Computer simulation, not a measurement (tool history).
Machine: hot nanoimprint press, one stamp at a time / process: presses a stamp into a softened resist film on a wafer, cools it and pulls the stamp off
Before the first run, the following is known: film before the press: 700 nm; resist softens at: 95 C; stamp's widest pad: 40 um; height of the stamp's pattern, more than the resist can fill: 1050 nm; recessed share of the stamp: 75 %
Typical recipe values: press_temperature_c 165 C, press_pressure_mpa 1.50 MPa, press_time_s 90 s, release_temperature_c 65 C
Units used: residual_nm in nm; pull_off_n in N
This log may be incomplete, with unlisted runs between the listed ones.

{"run": 1, "day": 0.0, "press_temperature_c": 165, "press_pressure_mpa": 1.5, "press_time_s": 90, "release_temperature_c": 65, "residual_nm": 361.6, "pull_off_n": 128}
{"run": 2, "day": 1.371, "press_temperature_c": 165, "press_pressure_mpa": 1.5, "press_time_s": 90, "release_temperature_c": 58, "residual_nm": 362.9, "pull_off_n": 141}
{"run": 3, "day": 2.738, "press_temperature_c": 165, "press_pressure_mpa": 1.5, "press_time_s": 90, "release_temperature_c": 58, "residual_nm": 360.0, "pull_off_n": 142}
{"day": 5.45, "done": "stamp cleaned and given a new release coat"}
{"run": 4, "day": 6.021, "press_temperature_c": 165, "press_pressure_mpa": 1.5, "press_time_s": 90, "release_temperature_c": 58, "residual_nm": 362.7, "pull_off_n": 131}
{"run": 5, "day": 7.842, "press_temperature_c": 165, "press_pressure_mpa": 1.5, "press_time_s": 90, "release_temperature_c": 68, "residual_nm": 359.3, "pull_off_n": 127}
{"run": 6, "day": 9.912, "press_temperature_c": 165, "press_pressure_mpa": 1.5, "press_time_s": 90, "release_temperature_c": 68, "residual_nm": 359.4, "pull_off_n": 124}
{"run": 7, "day": 12.375, "press_temperature_c": 165, "press_pressure_mpa": 1.5, "press_time_s": 90, "release_temperature_c": 61, "residual_nm": 359.7, "pull_off_n": 138}
{"run": 8, "day": 14.575, "press_temperature_c": 165, "press_pressure_mpa": 1.5, "press_time_s": 90, "release_temperature_c": 65, "residual_nm": 356.3, "pull_off_n": 131}
{"run": 9, "day": 17.508, "press_temperature_c": 165, "press_pressure_mpa": 1.5, "press_time_s": 90, "release_temperature_c": 65, "residual_nm": 360.0, "pull_off_n": 124}
{"run": 10, "day": 19.371, "press_temperature_c": 165, "press_pressure_mpa": 1.5, "press_time_s": 80, "release_temperature_c": 65, "residual_nm": 379.0, "pull_off_n": 134}
{"run": 11, "day": 21.754, "press_temperature_c": 165, "press_pressure_mpa": 1.5, "press_time_s": 80, "release_temperature_c": 65, "residual_nm": 371.5, "pull_off_n": 134}
{"run": 12, "day": 23.175, "press_temperature_c": 165, "press_pressure_mpa": 1.5, "press_time_s": 80, "release_temperature_c": 65, "residual_nm": 374.7, "pull_off_n": 130}
{"run": 13, "day": 24.767, "press_temperature_c": 165, "press_pressure_mpa": 1.5, "press_time_s": 90, "release_temperature_c": 65, "residual_nm": 357.7, "pull_off_n": 133}
{"day": 25.671, "done": "plate thermocouple calibrated"}
{"run": 14, "day": 26.292, "press_temperature_c": 165, "press_pressure_mpa": 1.5, "press_time_s": 102, "release_temperature_c": 65, "residual_nm": 344.1, "pull_off_n": 131}
{"day": 28.562, "done": "stamp cleaned and given a new release coat"}
{"run": 15, "day": 29.462, "press_temperature_c": 165, "press_pressure_mpa": 1.5, "press_time_s": 102, "release_temperature_c": 65, "residual_nm": 346.1, "pull_off_n": 130}
{"run": 16, "day": 31.65, "press_temperature_c": 165, "press_pressure_mpa": 1.89, "press_time_s": 50, "release_temperature_c": 65, "residual_nm": 384.4, "pull_off_n": 130}
{"run": 17, "day": 34.417, "press_temperature_c": 165, "press_pressure_mpa": 1.66, "press_time_s": 90, "release_temperature_c": 61, "residual_nm": 339.7, "pull_off_n": 130}
{"run": 18, "day": 36.142, "press_temperature_c": 165, "press_pressure_mpa": 1.46, "press_time_s": 90, "release_temperature_c": 65, "residual_nm": 367.0, "pull_off_n": 129}
{"run": 19, "day": 38.562, "press_temperature_c": 163, "press_pressure_mpa": 1.32, "press_time_s": 51, "release_temperature_c": 73, "residual_nm": 481.4, "pull_off_n": 116}
{"run": 20, "day": 41.321, "press_temperature_c": 162, "press_pressure_mpa": 1.5, "press_time_s": 97, "release_temperature_c": 65, "residual_nm": 398.0, "pull_off_n": 129}
{"run": 21, "day": 43.883, "press_temperature_c": 172, "press_pressure_mpa": 1.5, "press_time_s": 97, "release_temperature_c": 65, "residual_nm": 257.5, "pull_off_n": 126}
{"run": 22, "day": 46.325, "press_temperature_c": 172, "press_pressure_mpa": 1.5, "press_time_s": 166, "release_temperature_c": 62, "residual_nm": 209.5, "pull_off_n": 133}
{"run": 23, "day": 47.625, "press_temperature_c": 169, "press_pressure_mpa": 1.5, "press_time_s": 65, "release_temperature_c": 61, "residual_nm": 335.8, "pull_off_n": 134}
{"run": 24, "day": 50.112, "press_temperature_c": 169, "press_pressure_mpa": 1.5, "press_time_s": 65, "release_temperature_c": 61, "residual_nm": 335.6, "pull_off_n": 134}
{"day": 51.521, "done": "stamp cleaned and given a new release coat"}
{"day": 52.592, "done": "plate thermocouple calibrated"}
{"run": 25, "day": 52.912, "press_temperature_c": 165, "press_pressure_mpa": 1.5, "press_time_s": 90, "release_temperature_c": 52, "residual_nm": 362.1, "pull_off_n": 142}
{"day": 55.292, "done": "press's hydraulic seals changed and the load cell set to zero"}
{"run": 26, "day": 55.292, "press_temperature_c": 171, "press_pressure_mpa": 1.5, "press_time_s": 90, "release_temperature_c": 61, "residual_nm": 276.3, "pull_off_n": 135}
{"run": 27, "day": 57.442, "press_temperature_c": 173, "press_pressure_mpa": 1.77, "press_time_s": 82, "release_temperature_c": 65, "residual_nm": 236.8, "pull_off_n": 133}
{"run": 28, "day": 58.729, "press_temperature_c": 174, "press_pressure_mpa": 0.95, "press_time_s": 144, "release_temperature_c": 70, "residual_nm": 261.7, "pull_off_n": 115}
{"run": 29, "day": 61.388, "press_temperature_c": 176, "press_pressure_mpa": 1.77, "press_time_s": 57, "release_temperature_c": 64, "residual_nm": 231.2, "pull_off_n": 131}

Below are 5 alternative next runs, each starting from the tool's condition after run 29. Predict each:
{"run": "A", "day": 63.196, "press_temperature_c": 157, "press_pressure_mpa": 1.77, "press_time_s": 57, "release_temperature_c": 64, "residual_nm": "?", "pull_off_n": "?"}
{"run": "B", "day": 63.196, "press_temperature_c": 165, "press_pressure_mpa": 1.5, "press_time_s": 53, "release_temperature_c": 55, "residual_nm": "?", "pull_off_n": "?"}
{"run": "C", "day": 63.196, "press_temperature_c": 155, "press_pressure_mpa": 2.1, "press_time_s": 89, "release_temperature_c": 65, "residual_nm": "?", "pull_off_n": "?"}
{"run": "D", "day": 63.196, "press_temperature_c": 154, "press_pressure_mpa": 1.5, "press_time_s": 90, "release_temperature_c": 65, "residual_nm": "?", "pull_off_n": "?"}
{"run": "E", "day": 63.196, "press_temperature_c": 165, "press_pressure_mpa": 1.5, "press_time_s": 72, "release_temperature_c": 65, "residual_nm": "?", "pull_off_n": "?"}

run=A residual_nm=518.6 pull_off_n=125
run=B residual_nm=422.5 pull_off_n=134
run=C residual_nm=473.5 pull_off_n=134
run=D residual_nm=551.4 pull_off_n=129
run=E residual_nm=385.7 pull_off_n=127
Without the tool's hidden state the same runs would have given:
run=A residual_nm=518.7 pull_off_n=125
run=B residual_nm=422.5 pull_off_n=133
run=C residual_nm=473.6 pull_off_n=134
run=D residual_nm=551.5 pull_off_n=129
run=E residual_nm=385.8 pull_off_n=127
